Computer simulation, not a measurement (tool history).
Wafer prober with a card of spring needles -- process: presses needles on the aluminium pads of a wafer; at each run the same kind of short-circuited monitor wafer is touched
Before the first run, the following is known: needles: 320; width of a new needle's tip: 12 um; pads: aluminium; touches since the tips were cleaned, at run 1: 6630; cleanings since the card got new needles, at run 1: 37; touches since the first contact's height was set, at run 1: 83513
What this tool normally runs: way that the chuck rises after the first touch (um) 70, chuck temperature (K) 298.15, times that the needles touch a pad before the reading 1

run	hour	way that the chuck rises after the first touch (um)	chuck temperature (K)	times that the needles touch a pad before the reading	touches since the tips were cleaned	cleanings since the card got new needles	touches since the first contact's height was set	resistance of one needle with its contact and lead (mohm)	way that a needle slides on the pad (um)
1	0.0	70	298.15	1	6630	37	83513	280	10.67
# hour 5.4: tips cleaned on abrasive film
# hour 32.9: tips cleaned on abrasive film
# hour 62.5: tips cleaned on abrasive film
2	62.5	70	298.15	1	0	40	102161	271	10.64
# hour 94.9: tips cleaned on abrasive film
# hour 125.9: tips cleaned on abrasive film
3	125.9	70	298.15	1	0	42	121130	276	10.65
# hour 154.2: tips cleaned on abrasive film
# hour 158.4: height of the first contact set anew
# hour 182.3: tips cleaned on abrasive film
4	189.6	70	298.15	1	2189	44	9332	275	10.68
# hour 214.4: tips cleaned on abrasive film
5	222.9	70	298.15	1	2559	45	19280	278	10.76
# hour 243.6: tips cleaned on abrasive film
# hour 272.0: tips cleaned on abrasive film
6	296.3	70	298.15	1	7276	47	41222	274	10.64
# hour 302.9: tips cleaned on abrasive film
# hour 332.9: tips cleaned on abrasive film
# hour 360.6: tips cleaned on abrasive film
7	369.8	70	298.15	1	2770	50	63188	276	10.64
# hour 389.0: tips cleaned on abrasive film
8	405.6	70	304.15	1	4979	51	73889	275	10.65
# hour 417.7: tips cleaned on abrasive film
# hour 446.0: tips cleaned on abrasive film
9	470.2	70	298.15	1	7251	53	93209	274	10.66
# hour 475.2: tips cleaned on abrasive film
# hour 501.8: tips cleaned on abrasive film
10	526.7	70	298.15	1	7484	55	110113	273	10.65
# hour 531.7: tips cleaned on abrasive film
# hour 559.9: tips cleaned on abrasive film
11	581.4	73	352.15	2	6455	57	126443	293	11.08
# hour 587.6: tips cleaned on abrasive film
# hour 592.9: height of the first contact set anew
# hour 620.6: tips cleaned on abrasive film
# hour 650.2: tips cleaned on abrasive film
12	652.0	73	352.15	2	537	60	17657	297	11.14
# hour 678.1: tips cleaned on abrasive film
13	698.3	81	315.15	1	6041	61	31513	281	12.29
# hour 707.7: tips cleaned on abrasive film
# hour 737.0: tips cleaned on abrasive film
14	755.8	81	315.15	1	5641	63	48705	280	12.35
# hour 767.6: tips cleaned on abrasive film
# hour 796.9: tips cleaned on abrasive film
15	811.8	61	298.15	3	4459	65	65449	277	9.35
# hour 823.5: tips cleaned on abrasive film
# hour 852.7: tips cleaned on abrasive film
16	861.5	53	329.15	1	2626	67	80292	291	8.10
# hour 883.3: tips cleaned on abrasive film
# hour 913.4: tips cleaned on abrasive film
17	939.1	53	329.15	1	7711	69	103517	289	8.07
# hour 943.5: tips cleaned on abrasive film
# hour 971.8: tips cleaned on abrasive film
18	991.3	53	329.15	1	5861	71	119112	295	8.07
# hour 1002.8: tips cleaned on abrasive film
# hour 1032.4: tips cleaned on abrasive film
# hour 1032.7: height of the first contact set anew
# hour 1059.7: tips cleaned on abrasive film
19	1063.9	53	329.15	1	1254	74	9341	288	8.08

4 ways to go on from here, each from the tool as it stands after run 19. What would each give?
# hour 1086.5: tips cleaned on abrasive film
# hour 1118.5: tips cleaned on abrasive film
A	1134.2	63	298.15	2	4728	76	30378	?	?
# hour 1086.5: tips cleaned on abrasive film
# hour 1118.5: tips cleaned on abrasive film
B	1134.2	53	328.15	1	4728	76	30378	?	?
# hour 1086.5: tips cleaned on abrasive film
# hour 1118.5: tips cleaned on abrasive film
C	1134.2	53	378.15	1	4728	76	30378	?	?
# hour 1086.5: tips cleaned on abrasive film
# hour 1118.5: tips cleaned on abrasive film
D	1134.2	62	329.15	2	4728	76	30378	?	?

run	resistance of one needle with its contact and lead (mohm)	way that a needle slides on the pad (um)
A	277	9.61
B	286	8.09
C	304	8.06
D	292	9.48
Without the tool's unlogged condition, the same runs would have read:
run	resistance of one needle with its contact and lead (mohm)	way that a needle slides on the pad (um)
A	276	9.61
B	284	8.09
C	303	8.06
D	291	9.48
